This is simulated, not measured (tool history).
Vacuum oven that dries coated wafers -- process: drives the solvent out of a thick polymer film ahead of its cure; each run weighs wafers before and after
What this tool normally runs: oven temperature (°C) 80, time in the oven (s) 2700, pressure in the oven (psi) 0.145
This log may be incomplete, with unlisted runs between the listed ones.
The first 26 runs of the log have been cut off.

run,hour,oven temperature (°C),time in the oven (s),pressure in the oven (psi),hours of work since the thermocouples were calibrated,hours of work since the vacuum gauge was cleaned of residue,solvent left in the film (%)
27,483.5,67,4200,0.516,520,15,3.2
28,507.3,95,4200,0.516,536,31,0.69
29,531.5,87,4200,0.516,553,47,0.99
30,550.2,87,4200,0.516,566,60,0.91
31,570.8,77,2460,0.406,580,74,2.32
32,586.7,77,1680,0.247,591,85,3.33
33,599.2,69,1620,0.083,599,94,5.17
34,617.8,94,2700,0.305,612,107,0.48
35,637.4,67,4080,0.084,625,120,1.65
36,660.8,67,4080,0.084,641,136,1.61
37,676.9,67,4080,0.084,652,147,1.63
38,696.4,76,4080,0.11,666,160,0.61
39,721.5,90,2760,0.074,683,178,0.21
40,736.5,80,1440,0.145,693,188,3.05
41,755.6,70,1500,0.102,706,201,5.21
42,779,70,1500,0.102,722,217,5.22
43,792.5,70,1500,0.102,732,226,5.19
44,817.4,70,1560,0.084,749,243,4.99
45,840.9,70,1560,0.084,765,259,4.93
46,864.4,70,1560,0.084,781,275,4.96

Below are 5 alternative next runs, each starting from the tool's condition after run 46. Predict each:
A,877.4,86,1800,0.084,790,284,?
B,877.4,85,2820,0.302,790,284,?
C,877.4,70,1560,0.084,790,284,?
D,877.4,88,1320,0.117,790,284,?
E,877.4,80,2700,0.252,790,284,?

run,solvent left in the film (%)
A,1.08
B,0.8
C,4.95
D,1.7
E,1.2
Without the tool's unlogged condition, the same runs would have read:
run,solvent left in the film (%)
A,1.25
B,0.89
C,5.32
D,1.93
E,1.37
